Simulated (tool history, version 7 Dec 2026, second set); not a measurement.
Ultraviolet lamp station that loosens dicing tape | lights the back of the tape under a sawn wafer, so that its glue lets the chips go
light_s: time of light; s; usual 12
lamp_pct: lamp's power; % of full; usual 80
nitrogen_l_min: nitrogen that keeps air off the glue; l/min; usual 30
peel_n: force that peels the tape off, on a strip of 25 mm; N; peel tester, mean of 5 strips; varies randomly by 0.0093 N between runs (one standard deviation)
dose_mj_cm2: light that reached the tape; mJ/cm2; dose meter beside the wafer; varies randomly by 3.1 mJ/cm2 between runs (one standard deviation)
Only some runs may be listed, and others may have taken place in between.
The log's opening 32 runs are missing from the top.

{"run": 33, "hour": 430.7, "light_s": 6, "lamp_pct": 82, "nitrogen_l_min": 10, "peel_n": 3.092, "dose_mj_cm2": 160}
{"run": 34, "hour": 444.2, "light_s": 13, "lamp_pct": 76, "nitrogen_l_min": 38, "peel_n": 0.749, "dose_mj_cm2": 330}
{"run": 35, "hour": 465.2, "light_s": 12, "lamp_pct": 73, "nitrogen_l_min": 53, "peel_n": 0.892, "dose_mj_cm2": 286}
{"run": 36, "hour": 481.5, "light_s": 8, "lamp_pct": 80, "nitrogen_l_min": 9, "peel_n": 2.43, "dose_mj_cm2": 206}
{"run": 37, "hour": 500.9, "light_s": 8, "lamp_pct": 80, "nitrogen_l_min": 9, "peel_n": 2.449, "dose_mj_cm2": 201}
{"run": 38, "hour": 515.9, "light_s": 8, "lamp_pct": 80, "nitrogen_l_min": 24, "peel_n": 1.818, "dose_mj_cm2": 206}
{"run": 39, "hour": 530.3, "light_s": 8, "lamp_pct": 80, "nitrogen_l_min": 24, "peel_n": 1.943, "dose_mj_cm2": 200}
{"run": 40, "hour": 544.4, "light_s": 8, "lamp_pct": 87, "nitrogen_l_min": 21, "peel_n": 1.843, "dose_mj_cm2": 216}
{"run": 41, "hour": 559.2, "light_s": 8, "lamp_pct": 87, "nitrogen_l_min": 21, "peel_n": 1.868, "dose_mj_cm2": 214}
{"run": 42, "hour": 569.2, "light_s": 12, "lamp_pct": 91, "nitrogen_l_min": 10, "peel_n": 1.24, "dose_mj_cm2": 332}
{"run": 43, "hour": 580.4, "light_s": 12, "lamp_pct": 91, "nitrogen_l_min": 10, "peel_n": 1.247, "dose_mj_cm2": 336}

What if the next run were any one of these 4? Each begins from the tool's condition after run 43:
{"run": "A", "hour": 592.7, "light_s": 12, "lamp_pct": 63, "nitrogen_l_min": 10, "peel_n": "?", "dose_mj_cm2": "?"}
{"run": "B", "hour": 592.7, "light_s": 12, "lamp_pct": 94, "nitrogen_l_min": 30, "peel_n": "?", "dose_mj_cm2": "?"}
{"run": "C", "hour": 592.7, "light_s": 19, "lamp_pct": 97, "nitrogen_l_min": 30, "peel_n": "?", "dose_mj_cm2": "?"}
{"run": "D", "hour": 592.7, "light_s": 10, "lamp_pct": 91, "nitrogen_l_min": 11, "peel_n": "?", "dose_mj_cm2": "?"}

run=A peel_n=2.073 dose_mj_cm2=228
run=B peel_n=0.763 dose_mj_cm2=336
run=C peel_n=0.291 dose_mj_cm2=552
run=D peel_n=1.589 dose_mj_cm2=277
Without the tool's hidden state the same runs would have given:
run=A peel_n=0.974 dose_mj_cm2=373
run=B peel_n=0.295 dose_mj_cm2=550
run=C peel_n=0.184 dose_mj_cm2=906
run=D peel_n=0.659 dose_mj_cm2=452
